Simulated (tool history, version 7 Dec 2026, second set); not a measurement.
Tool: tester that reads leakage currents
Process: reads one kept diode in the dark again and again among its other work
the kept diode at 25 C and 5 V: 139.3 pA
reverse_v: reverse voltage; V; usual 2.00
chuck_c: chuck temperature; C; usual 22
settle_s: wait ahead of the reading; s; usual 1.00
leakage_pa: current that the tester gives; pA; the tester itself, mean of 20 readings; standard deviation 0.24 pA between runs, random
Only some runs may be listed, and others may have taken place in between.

| run | day | reverse_v | chuck_c | settle_s | leakage_pa |
|---|---|---|---|---|---|
| 1 | 0.000 | 2.00 | 22 | 1.00 | 69.93 |
| 2 | 0.808 | 17.42 | 22 | 1.00 | 167.04 |
| 3 | 2.000 | 17.42 | 22 | 1.00 | 167.10 |
| 4 | 3.662 | 17.42 | 22 | 1.00 | 167.48 |
| 5 | 4.412 | 17.42 | 22 | 1.00 | 166.32 |
| 6 | 5.333 | 1.32 | 22 | 1.00 | 59.52 |
| 7 | 6.929 | 1.32 | 22 | 1.00 | 59.66 |
| 8 | 7.967 | 1.32 | 22 | 3.98 | 59.27 |
| 9 | 8.708 | 2.00 | 22 | 1.00 | 69.71 |
| 10 | 10.312 | 2.00 | 22 | 6.29 | 68.88 |
| 11 | 11.050 | 2.00 | 22 | 2.82 | 69.12 |
| 12 | 11.817 | 2.00 | 46 | 2.82 | 457.19 |
| 13 | 13.521 | 1.79 | 46 | 2.82 | 437.02 |
| 14 | 15.058 | 2.00 | 22 | 1.00 | 69.10 |
| 15 | 15.838 | 2.00 | 22 | 1.00 | 69.31 |
|  | 16.050 | chuck's temperature calibrated |
| 16 | 17.600 | 2.00 | 22 | 1.00 | 63.86 |
| 17 | 18.654 | 2.00 | 22 | 2.26 | 63.73 |
| 18 | 20.033 | 2.00 | 22 | 2.26 | 63.90 |
| 19 | 21.183 | 2.00 | 22 | 2.26 | 63.36 |
| 20 | 22.575 | 2.00 | 31 | 2.26 | 133.31 |
| 21 | 24.004 | 2.16 | 31 | 2.26 | 135.57 |
|  | 25.475 | chuck's temperature calibrated, once more |
| 22 | 25.758 | 2.16 | 31 | 2.26 | 166.51 |
| 23 | 26.746 | 2.16 | 31 | 2.26 | 166.15 |
| 24 | 27.733 | 1.59 | 59 | 5.88 | 1145.26 |
| 25 | 29.217 | 1.59 | 59 | 5.88 | 1140.64 |
| 26 | 30.800 | 1.68 | 22 | 1.18 | 72.33 |
| 27 | 31.904 | 10.58 | 59 | 9.44 | 2303.62 |
| 28 | 33.208 | 10.58 | 59 | 9.44 | 2287.43 |
| 29 | 34.879 | 2.00 | 22 | 1.13 | 76.97 |
| 30 | 35.808 | 11.31 | 32 | 0.34 | 341.71 |
| 31 | 37.158 | 11.31 | 24 | 0.34 | 185.76 |
| 32 | 38.367 | 16.30 | 41 | 9.91 | 760.76 |
| 33 | 40.042 | 16.30 | 41 | 9.91 | 753.47 |
| 34 | 40.838 | 3.38 | 22 | 1.00 | 94.14 |
| 35 | 42.304 | 13.22 | 22 | 3.76 | 164.69 |
| 36 | 43.846 | 13.22 | 35 | 3.76 | 446.48 |

Each row is a separate what-if for the run after 36, all from the same tool condition, not one after another. Results?
| A | 45.304 | 3.23 | 22 | 1.00 | ? |
| B | 45.304 | 2.00 | 32 | 3.50 | ? |
| C | 45.304 | 2.24 | 22 | 1.00 | ? |

| run | leakage_pa |
|---|---|
| A | 92.12 |
| B | 171.65 |
| C | 80.18 |
Without the tool's hidden state the same runs would have given:
| run | leakage_pa |
|---|---|
| A | 92.52 |
| B | 176.37 |
| C | 81.14 |
